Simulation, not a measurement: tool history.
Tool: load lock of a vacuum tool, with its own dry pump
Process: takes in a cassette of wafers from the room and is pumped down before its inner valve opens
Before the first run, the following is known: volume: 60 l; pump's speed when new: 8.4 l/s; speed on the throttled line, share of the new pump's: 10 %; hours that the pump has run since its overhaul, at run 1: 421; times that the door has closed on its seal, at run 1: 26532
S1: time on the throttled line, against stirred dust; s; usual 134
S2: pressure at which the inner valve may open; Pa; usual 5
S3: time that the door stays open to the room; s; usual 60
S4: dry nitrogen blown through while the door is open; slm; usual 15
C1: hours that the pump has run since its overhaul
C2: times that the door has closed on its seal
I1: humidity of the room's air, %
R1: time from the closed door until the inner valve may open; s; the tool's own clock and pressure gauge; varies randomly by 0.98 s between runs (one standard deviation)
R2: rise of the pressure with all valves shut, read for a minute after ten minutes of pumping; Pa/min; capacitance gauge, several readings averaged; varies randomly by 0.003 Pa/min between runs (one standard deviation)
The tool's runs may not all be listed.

Run 1, hour 0: usual settings; C1 421; C2 26532; I1 46. Result: R1 189.7 s, R2 0.158 Pa/min.
Run 2, hour 536.8: usual settings; C1 958; C2 28488; I1 46.2. Result: R1 191.4 s, R2 0.178 Pa/min.
Run 3, hour 1109.2: usual settings but S3 29 s; C1 1531; C2 30574; I1 44.9. Result: R1 192.6 s, R2 0.19 Pa/min.
Run 4, hour 1499.8: usual settings but S3 29 s; C1 1921; C2 31997; I1 46.4. Result: R1 192.2 s, R2 0.194 Pa/min.
Run 5, hour 2010.9: usual settings; C1 2432; C2 33860; I1 45. Result: R1 192.4 s, R2 0.219 Pa/min.
Run 6, hour 2590.2: usual settings; C1 3012; C2 35971; I1 42.7. Result: R1 193.3 s, R2 0.236 Pa/min.
Run 7, hour 2995.9: usual settings but S1 262 s, S3 96 s, S4 8 slm; C1 3417; C2 37450; I1 45.5. Result: R1 307.5 s, R2 0.27 Pa/min.
Run 8, hour 3348.3: usual settings but S1 137 s, S2 9 Pa, S3 206 s, S4 37 slm; C1 3770; C2 38734; I1 44.8. Result: R1 190.2 s, R2 0.265 Pa/min.
Run 9, hour 4012.7: usual settings but S2 8 Pa; C1 4434; C2 41155; I1 42.9. Result: R1 189.8 s, R2 0.289 Pa/min.
Run 10, hour 4400.5: usual settings but S1 95 s, S2 8 Pa, S3 127 s, S4 35 slm; C1 4822; C2 42568; I1 47. Result: R1 153.9 s, R2 0.29 Pa/min.
Run 11, hour 4733.4: usual settings but S1 206 s, S3 94 s; C1 5155; C2 43781; I1 45.3. Result: R1 259.9 s, R2 0.315 Pa/min.
Run 12, hour 5161.8: usual settings but S1 222 s, S3 94 s, S4 37 slm; C1 5583; C2 45342; I1 44.2. Result: R1 271.9 s, R2 0.328 Pa/min.

Predict each of these 4 candidate next runs independently; none follows another, all start after run 12:
Run A, hour 5554.2: usual settings but S1 237 s; C1 5976; C2 46772; I1 48. Result: R1 ?, R2 ?.
Run B, hour 5554.2: usual settings but S1 120 s, S3 187 s; C1 5976; C2 46772; I1 46.4. Result: R1 ?, R2 ?.
Run C, hour 5554.2: usual settings but S1 244 s; C1 5976; C2 46772; I1 47.7. Result: R1 ?, R2 ?.
Run D, hour 5554.2: usual settings but S1 147 s, S3 94 s, S4 6 slm; C1 5976; C2 46772; I1 45.9. Result: R1 ?, R2 ?.

run     R1     R2
  A  287.8  0.353
  B    182  0.363
  C  293.2  0.358
  D  204.5  0.366
Take away the tool's hidden state, keep each run's random variation, and the runs would have read:
run     R1     R2
  A  285.9  0.027
  B  179.4  0.039
  C  291.2  0.034
  D  202.1  0.043

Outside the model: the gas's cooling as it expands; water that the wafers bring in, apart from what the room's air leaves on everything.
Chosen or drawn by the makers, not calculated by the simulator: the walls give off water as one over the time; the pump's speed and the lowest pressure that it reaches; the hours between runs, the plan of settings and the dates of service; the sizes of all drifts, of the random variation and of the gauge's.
